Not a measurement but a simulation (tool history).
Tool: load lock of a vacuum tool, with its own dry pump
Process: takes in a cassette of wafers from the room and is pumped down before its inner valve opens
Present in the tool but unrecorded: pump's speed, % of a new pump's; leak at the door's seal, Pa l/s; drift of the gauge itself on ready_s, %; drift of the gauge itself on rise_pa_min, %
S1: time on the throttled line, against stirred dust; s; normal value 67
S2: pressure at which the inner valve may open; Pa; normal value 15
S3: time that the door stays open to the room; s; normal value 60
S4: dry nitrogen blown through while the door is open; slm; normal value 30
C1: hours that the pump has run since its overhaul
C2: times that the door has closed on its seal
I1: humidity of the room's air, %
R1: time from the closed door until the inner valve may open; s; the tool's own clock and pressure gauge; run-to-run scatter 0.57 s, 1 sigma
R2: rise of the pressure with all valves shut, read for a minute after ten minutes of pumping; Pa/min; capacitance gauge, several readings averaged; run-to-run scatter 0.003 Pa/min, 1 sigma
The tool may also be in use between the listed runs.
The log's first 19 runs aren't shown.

run,hour,S1,S2,S3,S4,C1,C2,I1,R1,R2
20,4331.6,67,15,60,20,1586,18630,41.6,108.0,0.422
21,4549.8,67,15,60,20,1804,19238,45.6,108.5,0.445
22,4809.4,67,15,60,20,2064,19960,46.5,108.1,0.468
23,4963.3,67,14,60,22,2218,20389,46.1,108.6,0.483
24,5182.4,67,16,60,30,2437,20999,42.2,107.7,0.494
25,5359.4,67,16,60,30,2614,21491,44.0,108.8,0.510
26,5552.2,36,15,60,37,2807,22028,43.3,81.8,0.520
27,5851.3,67,15,87,9,3106,22861,51.3,108.6,0.605
28,6056.8,67,15,87,9,3311,23433,42.3,109.7,0.620
29,6301.6,103,26,56,4,3556,24114,45.3,137.3,0.642
30,6505.9,103,26,56,4,3760,24683,48.2,137.4,0.668
# hour 6535.1: door's seal changed, seat wiped
31,6658.1,103,26,56,4,3911,342,47.5,139.8,0.068
32,6815.3,93,26,56,5,4068,780,43.5,128.9,0.058
33,7024.3,43,17,50,41,4277,1361,47.9,88.4,0.040
34,7231.9,43,17,50,41,4485,1939,49.2,88.5,0.042
35,7534.1,70,13,60,30,4787,2780,44.4,114.3,0.063
36,7818.4,70,13,60,30,5071,3572,42.2,113.9,0.065

Forecast each of these 4 alternatives for the next run:
A,7954.7,70,13,98,30,5208,3951,50.7,?,?
B,7954.7,92,15,53,6,5208,3951,47.8,?,?
C,7954.7,67,15,190,38,5208,3951,51.1,?,?
D,7954.7,70,18,38,30,5208,3951,47.3,?,?

run,R1,R2
A,114.4,0.094
B,132.8,0.097
C,111.9,0.130
D,112.3,0.063
Take away the tool's hidden state, keep each run's random variation, and the runs would have read:
run,R1,R2
A,109.6,0.055
B,128.6,0.059
C,107.2,0.092
D,107.8,0.024
